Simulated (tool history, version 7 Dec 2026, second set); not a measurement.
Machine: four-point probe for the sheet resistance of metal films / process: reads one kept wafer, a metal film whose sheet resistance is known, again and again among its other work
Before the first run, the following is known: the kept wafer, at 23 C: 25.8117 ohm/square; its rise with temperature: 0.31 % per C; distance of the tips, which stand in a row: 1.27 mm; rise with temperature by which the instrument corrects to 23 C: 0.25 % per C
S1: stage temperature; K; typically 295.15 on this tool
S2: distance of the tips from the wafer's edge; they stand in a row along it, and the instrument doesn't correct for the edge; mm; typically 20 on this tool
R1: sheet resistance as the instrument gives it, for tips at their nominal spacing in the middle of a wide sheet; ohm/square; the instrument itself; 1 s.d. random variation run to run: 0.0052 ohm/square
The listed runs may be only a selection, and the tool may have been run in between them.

{"run": 1, "hour": 0.0, "S1": 295.15, "S2": 20, "R1": 25.674437}
{"run": 2, "hour": 26.9, "S1": 295.15, "S2": 4, "R1": 26.927442}
{"run": 3, "hour": 46.2, "S1": 295.15, "S2": 46, "R1": 25.622027}
{"run": 4, "hour": 62.4, "S1": 295.15, "S2": 46, "R1": 25.629856}
{"run": 5, "hour": 84.1, "S1": 295.15, "S2": 6, "R1": 26.209502}
{"run": 6, "hour": 108.9, "S1": 305.15, "S2": 20, "R1": 25.801518}
{"run": 7, "hour": 130.4, "S1": 302.15, "S2": 20, "R1": 25.765957}
{"run": 8, "hour": 157.6, "S1": 302.15, "S2": 20, "R1": 25.76341}
{"run": 9, "hour": 181.0, "S1": 302.15, "S2": 20, "R1": 25.758281}
{"run": 10, "hour": 203.7, "S1": 297.15, "S2": 7, "R1": 26.065699}
{"run": 11, "hour": 235.8, "S1": 297.15, "S2": 7, "R1": 26.078161}
{"run": 12, "hour": 252.3, "S1": 295.15, "S2": 40, "R1": 25.602631}
{"run": 13, "hour": 265.8, "S1": 296.15, "S2": 35, "R1": 25.61843}
{"run": 14, "hour": 287.8, "S1": 295.15, "S2": 8, "R1": 25.928846}
{"run": 15, "hour": 316.1, "S1": 291.15, "S2": 5, "R1": 26.377888}
{"run": 16, "hour": 345.3, "S1": 293.15, "S2": 55, "R1": 25.565915}
{"run": 17, "hour": 358.9, "S1": 304.15, "S2": 25, "R1": 25.73772}

Subtracting, for every run, the result it would have given without the tool's unlogged condition from the measured result gives the following. The same run-to-run variation enters both numbers; the gauge's scatter may not:
What the log doesn't record here: inner tips' distance over the nominal, %; tips' flats over new ones', %; wafer's true temperature over the reading, C; drift of the gauge itself on sheet_ohm, %.
run=1 R1=-0.177724
run=2 R1=-0.189083
run=3 R1=-0.182963
run=4 R1=-0.184721
run=5 R1=-0.190758
run=6 R1=-0.191237
run=7 R1=-0.193567
run=8 R1=-0.196574
run=9 R1=-0.198991
run=10 R1=-0.203803
run=11 R1=-0.20775
run=12 R1=-0.20627
run=13 R1=-0.207845
run=14 R1=-0.212812
run=15 R1=-0.21935
run=16 R1=-0.216583
run=17 R1=-0.220018
